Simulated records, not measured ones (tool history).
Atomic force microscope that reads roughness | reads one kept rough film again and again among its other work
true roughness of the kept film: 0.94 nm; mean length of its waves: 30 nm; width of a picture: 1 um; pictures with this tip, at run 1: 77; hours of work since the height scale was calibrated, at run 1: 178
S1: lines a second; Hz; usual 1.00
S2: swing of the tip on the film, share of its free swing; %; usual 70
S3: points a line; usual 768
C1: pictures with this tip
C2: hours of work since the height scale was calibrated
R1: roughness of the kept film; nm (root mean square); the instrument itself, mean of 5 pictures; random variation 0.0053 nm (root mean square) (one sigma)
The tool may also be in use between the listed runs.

run     day    S1  S2   S3  C1   C2     R1
  1   0.000  1.00  70  768  77  178  0.770
      0.454  -- new tip fitted
  2   0.742  1.00  74  768  10  186  0.838
  3   1.338  1.64  74  768  32  192  0.781
  4   2.288  1.64  74  768  66  203  0.737
  5   2.842  1.64  74  768  86  209  0.708
      3.054  -- new tip fitted
  6   3.254  1.64  74  768   8  214  0.803
  7   3.658  1.00  82  768  22  218  0.797
  8   4.429  2.21  82  768  50  227  0.701
  9   5.333  1.00  70  768  83  237  0.745
      5.612  -- new tip fitted
 10   5.800  1.00  70  768   6  242  0.855
 11   6.312  0.61  70  768  25  248  0.843
 12   6.983  0.61  70  768  49  255  0.805
 13   7.671  0.61  70  768  74  263  0.783
      8.192  -- new tip fitted
 14   8.196  1.00  70  768   0  268  0.864
 15   9.142  1.00  70  768  34  279  0.817
 16   9.883  2.59  70  768  61  287  0.732
 17  10.417  2.59  70  768  81  293  0.709
     10.800  -- new tip fitted
 18  10.933  2.59  70  768   5  299  0.798
 19  11.812  1.00  70  768  37  309  0.809
 20  12.721  1.00  70  768  70  319  0.771
 21  13.171  1.00  70  768  86  324  0.757
     13.417  -- new tip fitted
 22  14.008  1.00  70  768  22  333  0.826
 23  14.771  1.00  70  768  49  341  0.794
 24  15.312  1.00  70  768  69  347  0.780
     16.042  -- new tip fitted
 25  16.062  1.83  70  768   1  356  0.830
 26  16.738  1.83  70  768  25  363  0.797
 27  17.296  1.83  70  768  46  369  0.767
 28  17.725  1.83  70  768  61  374  0.758
     18.617  -- new tip fitted
 29  18.654  1.36  80  836   1  384  0.816
 30  19.583  2.25  84  426  35  395  0.691
     19.683  -- height scale calibrated on a step standard
 31  20.292  1.08  70  301  59    7  0.766
 32  20.883  0.82  65  301  81   13  0.760
     21.288  -- new tip fitted
 33  21.367  0.82  65  301   2   19  0.862
 34  22.179  0.82  65  301  32   28  0.815
     23.158  -- height scale calibrated on a step standard, once more
 35  23.171  0.82  65  301  67    0  0.787
 36  23.700  1.64  73  768  86    6  0.729
     23.938  -- new tip fitted
 37  24.517  1.46  76  768  21   15  0.797
 38  24.946  1.46  76  768  36   20  0.789
 39  25.600  1.51  58  529  60   27  0.804
 40  26.083  1.51  58  873  78   32  0.783
     26.525  -- new tip fitted
 41  26.850  1.16  70  576  12   41  0.843
 42  27.633  1.00  70  433  40   49  0.805
 43  28.271  1.00  70  433  64   57  0.768
 44  28.812  1.00  70  433  83   63  0.743
     29.112  -- new tip fitted
 45  29.692  2.37  64  353  21   72  0.805
 46  30.096  2.37  64  353  36   77  0.781
 47  30.904  0.80  62  353  66   86  0.790
 48  31.546  0.80  62  353  89   93  0.763
     31.692  -- new tip fitted
 49  32.012  0.80  62  353  12   98  0.849
 50  32.946  0.63  70  267  46  108  0.804
 51  33.550  0.62  70  686  68  115  0.783

3 ways to go on from here, each from the tool as it stands after run 51. What would each give?
  A  34.088  0.62  87  686  88  121   ?
  B  34.088  0.54  79  583  88  121   ?
  C  34.088  0.73  56  547  88  121   ?

run     R1
  A  0.730
  B  0.755
  C  0.784
Without the tool's hidden state the same runs would have given:
run     R1
  A  0.836
  B  0.865
  C  0.897
